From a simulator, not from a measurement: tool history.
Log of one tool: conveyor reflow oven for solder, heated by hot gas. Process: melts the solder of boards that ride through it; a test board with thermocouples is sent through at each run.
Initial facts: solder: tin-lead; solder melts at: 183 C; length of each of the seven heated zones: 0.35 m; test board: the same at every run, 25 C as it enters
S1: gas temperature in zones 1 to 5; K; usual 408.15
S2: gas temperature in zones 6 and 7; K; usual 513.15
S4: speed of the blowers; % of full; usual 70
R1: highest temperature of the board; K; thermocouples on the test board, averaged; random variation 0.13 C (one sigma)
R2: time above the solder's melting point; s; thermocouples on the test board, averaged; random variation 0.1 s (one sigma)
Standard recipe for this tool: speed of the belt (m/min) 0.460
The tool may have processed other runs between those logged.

{"run": 1, "day": 0.0, "S1": 408.15, "S2": 513.15, "speed of the belt (m/min)": 0.46, "S4": 70, "R1": 494.85, "R2": 71.1}
{"day": 2.2, "done": "thermocouples of zones 6 and 7 changed"}
{"run": 2, "day": 2.233, "S1": 408.15, "S2": 513.15, "speed of the belt (m/min)": 0.46, "S4": 70, "R1": 496.05, "R2": 71.9}
{"run": 3, "day": 3.721, "S1": 408.15, "S2": 513.15, "speed of the belt (m/min)": 0.46, "S4": 70, "R1": 495.65, "R2": 72.0}
{"run": 4, "day": 4.883, "S1": 408.15, "S2": 513.15, "speed of the belt (m/min)": 0.46, "S4": 70, "R1": 495.95, "R2": 71.8}
{"run": 5, "day": 6.096, "S1": 408.15, "S2": 513.15, "speed of the belt (m/min)": 0.46, "S4": 70, "R1": 495.35, "R2": 71.6}
{"run": 6, "day": 7.617, "S1": 408.15, "S2": 513.15, "speed of the belt (m/min)": 0.46, "S4": 70, "R1": 495.25, "R2": 71.4}
{"run": 7, "day": 9.446, "S1": 408.15, "S2": 513.15, "speed of the belt (m/min)": 0.46, "S4": 70, "R1": 495.15, "R2": 71.1}
{"day": 10.592, "done": "flux residue cleaned out of gas plates and filters"}
{"run": 8, "day": 11.8, "S1": 406.15, "S2": 513.15, "speed of the belt (m/min)": 0.46, "S4": 70, "R1": 495.35, "R2": 70.8}
{"run": 9, "day": 13.146, "S1": 406.15, "S2": 513.15, "speed of the belt (m/min)": 0.46, "S4": 70, "R1": 495.15, "R2": 70.6}
{"run": 10, "day": 15.562, "S1": 406.15, "S2": 513.15, "speed of the belt (m/min)": 0.46, "S4": 70, "R1": 494.75, "R2": 70.4}
{"run": 11, "day": 17.042, "S1": 406.15, "S2": 513.15, "speed of the belt (m/min)": 0.46, "S4": 70, "R1": 494.55, "R2": 70.0}
{"run": 12, "day": 18.4, "S1": 416.15, "S2": 513.15, "speed of the belt (m/min)": 0.46, "S4": 70, "R1": 496.25, "R2": 75.5}
{"run": 13, "day": 19.762, "S1": 408.15, "S2": 513.15, "speed of the belt (m/min)": 0.46, "S4": 70, "R1": 494.55, "R2": 71.0}
{"run": 14, "day": 20.9, "S1": 408.15, "S2": 513.15, "speed of the belt (m/min)": 0.46, "S4": 62, "R1": 492.85, "R2": 69.1}
{"day": 21.854, "done": "flux residue cleaned out of gas plates and filters"}
{"run": 15, "day": 23.408, "S1": 408.15, "S2": 513.15, "speed of the belt (m/min)": 0.46, "S4": 62, "R1": 493.55, "R2": 70.1}
{"run": 16, "day": 24.954, "S1": 405.15, "S2": 528.15, "speed of the belt (m/min)": 0.505, "S4": 51, "R1": 498.65, "R2": 65.9}
{"run": 17, "day": 26.404, "S1": 405.15, "S2": 528.15, "speed of the belt (m/min)": 0.401, "S4": 51, "R1": 508.15, "R2": 91.8}
{"run": 18, "day": 27.629, "S1": 405.15, "S2": 507.15, "speed of the belt (m/min)": 0.44, "S4": 54, "R1": 487.35, "R2": 65.4}
{"run": 19, "day": 29.254, "S1": 396.15, "S2": 513.15, "speed of the belt (m/min)": 0.389, "S4": 70, "R1": 498.35, "R2": 83.6}
{"run": 20, "day": 30.958, "S1": 415.15, "S2": 521.15, "speed of the belt (m/min)": 0.389, "S4": 70, "R1": 507.75, "R2": 98.6}
{"day": 33.304, "done": "flux residue cleaned out of gas plates and filters"}
{"run": 21, "day": 33.421, "S1": 415.15, "S2": 521.15, "speed of the belt (m/min)": 0.389, "S4": 70, "R1": 508.15, "R2": 99.1}
{"day": 33.812, "done": "belt drive overhauled, speed set with a stopwatch"}
{"run": 22, "day": 36.075, "S1": 416.15, "S2": 528.15, "speed of the belt (m/min)": 0.483, "S4": 70, "R1": 507.85, "R2": 79.5}
{"run": 23, "day": 38.442, "S1": 408.15, "S2": 518.15, "speed of the belt (m/min)": 0.46, "S4": 61, "R1": 497.05, "R2": 73.2}
{"run": 24, "day": 40.383, "S1": 423.15, "S2": 518.15, "speed of the belt (m/min)": 0.54, "S4": 61, "R1": 494.05, "R2": 65.1}
{"run": 25, "day": 41.925, "S1": 419.15, "S2": 513.15, "speed of the belt (m/min)": 0.455, "S4": 54, "R1": 493.45, "R2": 75.4}
{"day": 42.979, "done": "thermocouples of zones 6 and 7 changed"}
{"run": 26, "day": 43.362, "S1": 419.15, "S2": 513.15, "speed of the belt (m/min)": 0.455, "S4": 54, "R1": 494.75, "R2": 76.4}
{"day": 44.946, "done": "flux residue cleaned out of gas plates and filters"}
{"run": 27, "day": 45.0, "S1": 419.15, "S2": 513.15, "speed of the belt (m/min)": 0.455, "S4": 54, "R1": 495.05, "R2": 76.8}
{"run": 28, "day": 46.121, "S1": 412.15, "S2": 513.15, "speed of the belt (m/min)": 0.455, "S4": 65, "R1": 496.15, "R2": 74.9}
{"run": 29, "day": 48.371, "S1": 408.15, "S2": 513.15, "speed of the belt (m/min)": 0.404, "S4": 81, "R1": 501.45, "R2": 88.1}
{"day": 48.733, "done": "belt drive overhauled, speed set with a stopwatch, once more"}
{"run": 30, "day": 50.354, "S1": 408.15, "S2": 513.15, "speed of the belt (m/min)": 0.46, "S4": 67, "R1": 495.05, "R2": 70.9}

Forecast each of these 3 alternatives for the next run:
{"run": "A", "day": 52.792, "S1": 408.15, "S2": 513.15, "speed of the belt (m/min)": 0.46, "S4": 55, "R1": "?", "R2": "?"}
{"run": "B", "day": 52.792, "S1": 410.15, "S2": 511.15, "speed of the belt (m/min)": 0.46, "S4": 70, "R1": "?", "R2": "?"}
{"run": "C", "day": 52.792, "S1": 408.15, "S2": 513.15, "speed of the belt (m/min)": 0.514, "S4": 70, "R1": "?", "R2": "?"}

run=A R1=491.75 R2=67.7
run=B R1=493.55 R2=70.9
run=C R1=491.25 R2=59.9
Take away the tool's hidden state, keep each run's random variation, and the runs would have read:
run=A R1=492.75 R2=68.7
run=B R1=494.65 R2=71.8
run=C R1=492.45 R2=60.9

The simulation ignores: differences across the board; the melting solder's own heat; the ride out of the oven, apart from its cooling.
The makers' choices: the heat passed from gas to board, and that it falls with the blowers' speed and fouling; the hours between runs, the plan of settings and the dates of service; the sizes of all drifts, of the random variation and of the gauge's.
